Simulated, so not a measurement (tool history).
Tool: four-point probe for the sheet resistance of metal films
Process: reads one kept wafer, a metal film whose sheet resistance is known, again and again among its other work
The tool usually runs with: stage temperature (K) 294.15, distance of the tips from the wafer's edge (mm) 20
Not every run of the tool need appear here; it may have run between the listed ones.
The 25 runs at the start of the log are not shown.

run,hour,stage temperature (K),distance of the tips from the wafer's edge (mm),touches since the probe head was changed,hours of work since the stage's thermometer was calibrated,sheet resistance as the instrument gives it (ohm/square)
26,320.0,301.15,9,8364,1207,0.065501
27,327.7,300.15,73,8482,1213,0.064754
28,344.7,294.15,7,8747,1225,0.065500
29,354.2,297.15,6,8895,1232,0.066073
30,368.5,295.15,4,9117,1243,0.067750
31,377.0,303.15,20,9249,1249,0.065016
32,390.0,303.15,44,9452,1259,0.064936
33,397.9,303.15,44,9574,1265,0.064952
34,412.1,303.15,44,9795,1275,0.064933
35,422.3,297.15,37,9953,1283,0.064618
# hour 424.3: stage's thermometer calibrated
36,438.5,297.15,37,10198,10,0.064627
37,447.4,292.15,7,10336,17,0.065373
38,458.1,292.15,7,10503,25,0.065372
39,470.6,300.15,45,10697,34,0.064763
40,483.5,300.15,45,10898,44,0.064757
41,494.0,302.15,63,11061,51,0.064844
42,503.1,302.15,63,11202,58,0.064840
43,511.5,302.15,63,11333,64,0.064832
44,524.0,307.15,36,11528,73,0.065173

Below are 5 alternative next runs, each starting from the tool's condition after run 44. Predict each:
A,532.6,295.15,9,11661,80,?
B,532.6,302.15,20,11661,80,?
C,532.6,304.15,20,11661,80,?
D,532.6,298.15,6,11661,80,?
E,532.6,307.15,69,11661,80,?

run,sheet resistance as the instrument gives it (ohm/square)
A,0.065142
B,0.064991
C,0.065100
D,0.066160
E,0.065137
Without the tool's unlogged condition, the same runs would have read:
run,sheet resistance as the instrument gives it (ohm/square)
A,0.065141
B,0.064990
C,0.065099
D,0.066159
E,0.065136

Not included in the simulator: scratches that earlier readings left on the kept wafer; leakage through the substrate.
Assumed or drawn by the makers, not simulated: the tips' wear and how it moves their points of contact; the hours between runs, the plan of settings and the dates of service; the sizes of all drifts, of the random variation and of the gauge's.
